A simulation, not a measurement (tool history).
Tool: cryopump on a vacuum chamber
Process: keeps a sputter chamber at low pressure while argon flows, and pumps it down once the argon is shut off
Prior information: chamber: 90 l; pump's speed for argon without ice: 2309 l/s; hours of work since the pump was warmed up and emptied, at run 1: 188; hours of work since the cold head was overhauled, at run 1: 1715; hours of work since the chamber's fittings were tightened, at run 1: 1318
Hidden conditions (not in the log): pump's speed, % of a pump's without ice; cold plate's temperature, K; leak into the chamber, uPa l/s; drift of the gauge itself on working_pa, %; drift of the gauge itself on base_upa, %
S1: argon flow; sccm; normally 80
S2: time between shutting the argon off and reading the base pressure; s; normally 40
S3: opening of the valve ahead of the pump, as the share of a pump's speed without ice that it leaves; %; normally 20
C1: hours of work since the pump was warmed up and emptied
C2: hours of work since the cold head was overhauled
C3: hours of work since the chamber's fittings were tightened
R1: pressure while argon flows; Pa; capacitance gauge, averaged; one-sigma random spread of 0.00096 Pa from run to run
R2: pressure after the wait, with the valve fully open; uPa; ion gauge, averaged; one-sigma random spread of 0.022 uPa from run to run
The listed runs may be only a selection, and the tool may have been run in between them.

run	day	S1	S2	S3	C1	C2	C3	R1	R2
1	0.000	80	40	20	188	1715	1318	0.2981	1.03
2	3.446	80	40	20	231	1759	1361	0.2987	1.13
3	6.921	80	40	40	275	1802	1404	0.1557	1.11
4	9.600	86	40	20	308	1836	1438	0.3263	1.10
5	12.012	86	40	20	339	1866	1468	0.3254	1.15
# day 12.571: pump warmed up, emptied and cooled again
6	15.792	86	40	20	40	1910	1513	0.3157	1.07
7	18.846	47	40	20	79	1949	1551	0.1729	1.11
8	21.504	80	102	20	112	1982	1584	0.2978	0.86
9	24.988	80	40	20	155	2026	1628	0.3001	1.13
10	27.271	80	40	20	184	2054	1656	0.2991	1.13
# day 28.783: leaking fittings of the chamber tightened, without venting
11	29.371	80	40	20	209	2079	7	0.2989	0.62
12	32.400	80	40	20	247	2117	45	0.3009	0.67
13	34.504	80	40	20	273	2144	72	0.2997	0.66
14	38.275	57	62	20	321	2191	119	0.2166	0.44
# day 39.983: pump warmed up, emptied and cooled again
15	42.017	80	80	20	25	2235	163	0.2944	0.48
16	44.458	124	31	20	56	2266	194	0.4566	0.79
17	46.275	47	89	54	79	2288	216	0.0649	0.42
18	49.317	119	46	54	117	2326	254	0.1672	0.62
19	51.138	65	21	50	140	2349	277	0.0979	1.12
20	53.012	92	40	22	163	2373	301	0.3132	0.68

Run 21 comes next. What will it give?
21	56.788	65	51	49	210	2420	348	?	?

{"run 21": {"R1": 0.1033, "R2": 0.63}}
Take away the tool's hidden state, keep the run-to-run variation as it was, and the same run would have given R1 0.0977 Pa, R2 0.50 uPa.
